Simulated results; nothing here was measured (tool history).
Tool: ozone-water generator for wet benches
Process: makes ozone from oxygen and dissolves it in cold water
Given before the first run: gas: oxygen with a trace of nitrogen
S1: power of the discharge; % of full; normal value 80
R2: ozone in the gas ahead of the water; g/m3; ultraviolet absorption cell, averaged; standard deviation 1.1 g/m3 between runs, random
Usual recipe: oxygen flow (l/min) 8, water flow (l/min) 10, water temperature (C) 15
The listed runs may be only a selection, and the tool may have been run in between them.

run 1 hour=0 | S1=80 oxygen_flow_(l/min)=8 water_flow_(l/min)=10 water_temperature_(C)=15 | dissolved_ozone_(ppm)=27.5 R2=193
run 2 hour=52.5 | S1=80 oxygen_flow_(l/min)=8 water_flow_(l/min)=10 water_temperature_(C)=15 | dissolved_ozone_(ppm)=27.8 R2=191.6
run 3 hour=96.7 | S1=80 oxygen_flow_(l/min)=8 water_flow_(l/min)=10 water_temperature_(C)=15 | dissolved_ozone_(ppm)=27.6 R2=190.3
run 4 hour=152.8 | S1=80 oxygen_flow_(l/min)=8 water_flow_(l/min)=10 water_temperature_(C)=15 | dissolved_ozone_(ppm)=27.8 R2=190.5
run 5 hour=198.9 | S1=80 oxygen_flow_(l/min)=8 water_flow_(l/min)=10 water_temperature_(C)=15 | dissolved_ozone_(ppm)=27.9 R2=191.1
run 6 hour=248.1 | S1=80 oxygen_flow_(l/min)=8 water_flow_(l/min)=10 water_temperature_(C)=15 | dissolved_ozone_(ppm)=27.8 R2=189.6
run 7 hour=292.1 | S1=80 oxygen_flow_(l/min)=8 water_flow_(l/min)=14 water_temperature_(C)=15 | dissolved_ozone_(ppm)=21.6 R2=192.5
run 8 hour=323.6 | S1=80 oxygen_flow_(l/min)=8 water_flow_(l/min)=14 water_temperature_(C)=15 | dissolved_ozone_(ppm)=21.9 R2=190.8
run 9 hour=351.2 | S1=80 oxygen_flow_(l/min)=8 water_flow_(l/min)=7 water_temperature_(C)=15 | dissolved_ozone_(ppm)=34.5 R2=191
run 10 hour=396.9 | S1=80 oxygen_flow_(l/min)=8 water_flow_(l/min)=7 water_temperature_(C)=15 | dissolved_ozone_(ppm)=34.6 R2=188.8
run 11 hour=420.3 | S1=80 oxygen_flow_(l/min)=8 water_flow_(l/min)=9 water_temperature_(C)=15 | dissolved_ozone_(ppm)=29.3 R2=191.9
run 12 hour=474.1 | S1=80 oxygen_flow_(l/min)=8 water_flow_(l/min)=9 water_temperature_(C)=15 | dissolved_ozone_(ppm)=29.6 R2=188.5
run 13 hour=514.5 | S1=80 oxygen_flow_(l/min)=8 water_flow_(l/min)=9 water_temperature_(C)=15 | dissolved_ozone_(ppm)=29.3 R2=190
run 14 hour=537.6 | S1=80 oxygen_flow_(l/min)=8 water_flow_(l/min)=9 water_temperature_(C)=15 | dissolved_ozone_(ppm)=29.6 R2=188.2
-- hour=571.3 water thermometer calibrated
run 15 hour=574.5 | S1=80 oxygen_flow_(l/min)=8 water_flow_(l/min)=9 water_temperature_(C)=15 | dissolved_ozone_(ppm)=29.5 R2=190.4
run 16 hour=614.9 | S1=47 oxygen_flow_(l/min)=8 water_flow_(l/min)=9 water_temperature_(C)=15 | dissolved_ozone_(ppm)=19.8 R2=126.4
run 17 hour=659 | S1=80 oxygen_flow_(l/min)=8 water_flow_(l/min)=8 water_temperature_(C)=15 | dissolved_ozone_(ppm)=31.8 R2=186.9
run 18 hour=698.1 | S1=46 oxygen_flow_(l/min)=8.75 water_flow_(l/min)=7 water_temperature_(C)=17 | dissolved_ozone_(ppm)=20.9 R2=119.5
run 19 hour=749.2 | S1=48 oxygen_flow_(l/min)=4.46 water_flow_(l/min)=13 water_temperature_(C)=22 | dissolved_ozone_(ppm)=13.9 R2=165.1
run 20 hour=798.8 | S1=82 oxygen_flow_(l/min)=4.02 water_flow_(l/min)=12 water_temperature_(C)=22 | dissolved_ozone_(ppm)=21.9 R2=257.8
run 21 hour=840.9 | S1=51 oxygen_flow_(l/min)=4.13 water_flow_(l/min)=15 water_temperature_(C)=13 | dissolved_ozone_(ppm)=14.2 R2=176.3
run 22 hour=887.5 | S1=72 oxygen_flow_(l/min)=4.13 water_flow_(l/min)=8 water_temperature_(C)=20 | dissolved_ozone_(ppm)=28.4 R2=231.9
run 23 hour=910.4 | S1=72 oxygen_flow_(l/min)=4.13 water_flow_(l/min)=8 water_temperature_(C)=20 | dissolved_ozone_(ppm)=28.3 R2=231.4
run 24 hour=958.7 | S1=72 oxygen_flow_(l/min)=4.13 water_flow_(l/min)=8 water_temperature_(C)=20 | dissolved_ozone_(ppm)=28.3 R2=229.5
run 25 hour=1002.6 | S1=56 oxygen_flow_(l/min)=8 water_flow_(l/min)=8 water_temperature_(C)=22 | dissolved_ozone_(ppm)=20.2 R2=142.2
run 26 hour=1040.6 | S1=56 oxygen_flow_(l/min)=8 water_flow_(l/min)=8 water_temperature_(C)=22 | dissolved_ozone_(ppm)=20.2 R2=141.4
run 27 hour=1077.1 | S1=80 oxygen_flow_(l/min)=5.26 water_flow_(l/min)=14 water_temperature_(C)=15 | dissolved_ozone_(ppm)=21.4 R2=225.6
run 28 hour=1121.4 | S1=80 oxygen_flow_(l/min)=5.26 water_flow_(l/min)=14 water_temperature_(C)=15 | dissolved_ozone_(ppm)=21.7 R2=225.9
run 29 hour=1170.5 | S1=80 oxygen_flow_(l/min)=12.82 water_flow_(l/min)=9 water_temperature_(C)=15 | dissolved_ozone_(ppm)=27.2 R2=152.5
run 30 hour=1194.4 | S1=80 oxygen_flow_(l/min)=12.82 water_flow_(l/min)=9 water_temperature_(C)=15 | dissolved_ozone_(ppm)=26.7 R2=152
run 31 hour=1245.4 | S1=80 oxygen_flow_(l/min)=10.14 water_flow_(l/min)=9 water_temperature_(C)=8 | dissolved_ozone_(ppm)=33.5 R2=167.1
run 32 hour=1294.6 | S1=80 oxygen_flow_(l/min)=10.14 water_flow_(l/min)=9 water_temperature_(C)=8 | dissolved_ozone_(ppm)=33 R2=169.2

Selected run-to-run steps in R2, each split into two signed amounts: the part the tool would show with no hidden state at all (from settings, incoming material and random variation), and the remainder, which goes to the hidden state together with any gauge scatter not common to the measured and the hidden-state-free results:
What the log doesn't record here: yield of the discharge, % of new electrodes'; contactor's efficiency, % of a clean one's; true water temperature over the reading, C; drift of the gauge itself on ozone_ppm, %; drift of the gauge itself on gas_g_m3, %.
Run 19 -> 20: S1 48 -> 82, oxygen flow (l/min) 4.46 -> 4.02, water flow (l/min) 13 -> 12. R2 +92.7 g/m3: hidden state -1.7, all else +94.4.
Run 24 -> 25: S1 72 -> 56, oxygen flow (l/min) 4.13 -> 8, water temperature (C) 20 -> 22. R2 -87.3 g/m3: hidden state +1.6, all else -88.9.
Run 26 -> 27: S1 56 -> 80, oxygen flow (l/min) 8 -> 5.26, water flow (l/min) 8 -> 14, water temperature (C) 22 -> 15. R2 +84.2 g/m3: hidden state -1.9, all else +86.1.
